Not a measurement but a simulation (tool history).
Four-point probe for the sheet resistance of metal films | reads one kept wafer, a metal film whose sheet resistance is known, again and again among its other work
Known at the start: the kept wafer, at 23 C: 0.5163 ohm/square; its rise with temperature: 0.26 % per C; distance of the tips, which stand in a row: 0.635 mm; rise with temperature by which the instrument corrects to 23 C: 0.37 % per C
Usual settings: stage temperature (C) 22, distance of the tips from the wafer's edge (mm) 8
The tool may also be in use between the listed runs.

| run | hour | stage temperature (C) | distance of the tips from the wafer's edge (mm) | sheet resistance as the instrument gives it (ohm/square) |
|---|---|---|---|---|
| 1 | 0.0 | 22 | 8 | 0.518647 |
| 2 | 102.2 | 22 | 8 | 0.518531 |
| 3 | 212.9 | 22 | 8 | 0.518502 |
| 4 | 294.8 | 22 | 8 | 0.518508 |
| 5 | 395.8 | 22 | 8 | 0.518679 |
| 6 | 473.6 | 22 | 8 | 0.518387 |
| 7 | 567.3 | 22 | 57 | 0.516787 |
|  | 575.7 | stage's thermometer calibrated |
| 8 | 688.6 | 22 | 57 | 0.516085 |
| 9 | 808.6 | 22 | 8 | 0.517973 |
| 10 | 926.0 | 22 | 12 | 0.517037 |
| 11 | 981.2 | 22 | 12 | 0.516917 |
| 12 | 1097.5 | 22 | 12 | 0.516986 |
| 13 | 1194.7 | 22 | 12 | 0.516941 |
| 14 | 1301.4 | 22 | 12 | 0.516735 |
| 15 | 1395.6 | 22 | 12 | 0.516713 |
| 16 | 1515.4 | 21 | 11 | 0.517483 |
| 17 | 1620.7 | 32 | 12 | 0.511604 |
| 18 | 1711.7 | 33 | 8 | 0.511927 |
| 19 | 1836.9 | 33 | 8 | 0.512008 |
| 20 | 1898.8 | 25 | 14 | 0.514910 |
| 21 | 1969.8 | 18 | 36 | 0.518167 |
| 22 | 2095.7 | 33 | 3 | 0.522220 |
| 23 | 2204.1 | 33 | 3 | 0.521849 |
| 24 | 2314.4 | 33 | 3 | 0.522177 |
| 25 | 2395.6 | 33 | 3 | 0.522075 |
| 26 | 2476.4 | 23 | 5 | 0.519517 |
| 27 | 2599.3 | 30 | 8 | 0.513180 |
| 28 | 2658.1 | 19 | 10 | 0.518584 |
| 29 | 2783.2 | 19 | 10 | 0.518424 |
| 30 | 2841.0 | 35 | 9 | 0.510421 |

4 ways to go on from here, each from the tool as it stands after run 30. What would each give?
| A | 2935.3 | 24 | 4 | ? |
| B | 2935.3 | 20 | 3 | ? |
| C | 2935.3 | 31 | 8 | ? |
| D | 2935.3 | 30 | 6 | ? |

| run | sheet resistance as the instrument gives it (ohm/square) |
|---|---|
| A | 0.521492 |
| B | 0.529027 |
| C | 0.512687 |
| D | 0.514515 |
Without the tool's hidden state the same runs would have given:
| run | sheet resistance as the instrument gives it (ohm/square) |
|---|---|
| A | 0.522742 |
| B | 0.530291 |
| C | 0.513923 |
| D | 0.515754 |
